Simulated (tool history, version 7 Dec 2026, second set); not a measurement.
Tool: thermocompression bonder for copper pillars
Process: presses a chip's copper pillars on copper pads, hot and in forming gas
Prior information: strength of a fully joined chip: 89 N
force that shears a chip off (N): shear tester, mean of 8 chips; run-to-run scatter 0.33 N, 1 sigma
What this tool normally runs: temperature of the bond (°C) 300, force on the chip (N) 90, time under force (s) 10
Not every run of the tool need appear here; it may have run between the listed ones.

| run | hour | temperature of the bond (°C) | force on the chip (N) | time under force (s) | force that shears a chip off (N) |
|---|---|---|---|---|---|
| 1 | 0 | 300 | 90 | 10 | 32.8 |
| 2 | 73.7 | 300 | 90 | 10 | 32.5 |
| 3 | 111 | 300 | 90 | 10 | 32.4 |
| 4 | 163.3 | 324 | 90 | 10 | 41 |
|  | 185.8 | forming gas filter changed |
| 5 | 227 | 300 | 77 | 10 | 30 |
| 6 | 293.9 | 300 | 90 | 10 | 34.7 |
| 7 | 338.2 | 300 | 90 | 10 | 34.4 |
| 8 | 378.5 | 300 | 90 | 14 | 39.1 |
|  | 419.2 | force cell calibrated |
| 9 | 448.7 | 300 | 90 | 10 | 36.9 |
| 10 | 533.7 | 300 | 90 | 10 | 35.5 |
| 11 | 578.1 | 300 | 90 | 10 | 35.6 |
| 12 | 651.3 | 300 | 90 | 10 | 35.2 |
| 13 | 688.5 | 300 | 90 | 10 | 35.5 |
| 14 | 768.6 | 300 | 90 | 10 | 34.6 |
|  | 810.2 | forming gas filter changed |
| 15 | 826.1 | 300 | 90 | 10 | 39.2 |
| 16 | 904 | 300 | 90 | 10 | 37.8 |
| 17 | 959.5 | 300 | 63 | 10 | 28 |
| 18 | 1000.5 | 300 | 63 | 10 | 27.5 |
|  | 1026.2 | heater calibrated with a thermocouple chip |
| 19 | 1071.3 | 300 | 63 | 10 | 24.8 |
| 20 | 1151.3 | 314 | 73 | 15 | 38.3 |

Run 21 has not been measured yet. What should we expect?
| 21 | 1205.9 | 314 | 73 | 15 | ? |

force that shears a chip off (N): 38
The same run, on a tool lacking any hidden state, would have yielded force that shears a chip off (N) 42.4.

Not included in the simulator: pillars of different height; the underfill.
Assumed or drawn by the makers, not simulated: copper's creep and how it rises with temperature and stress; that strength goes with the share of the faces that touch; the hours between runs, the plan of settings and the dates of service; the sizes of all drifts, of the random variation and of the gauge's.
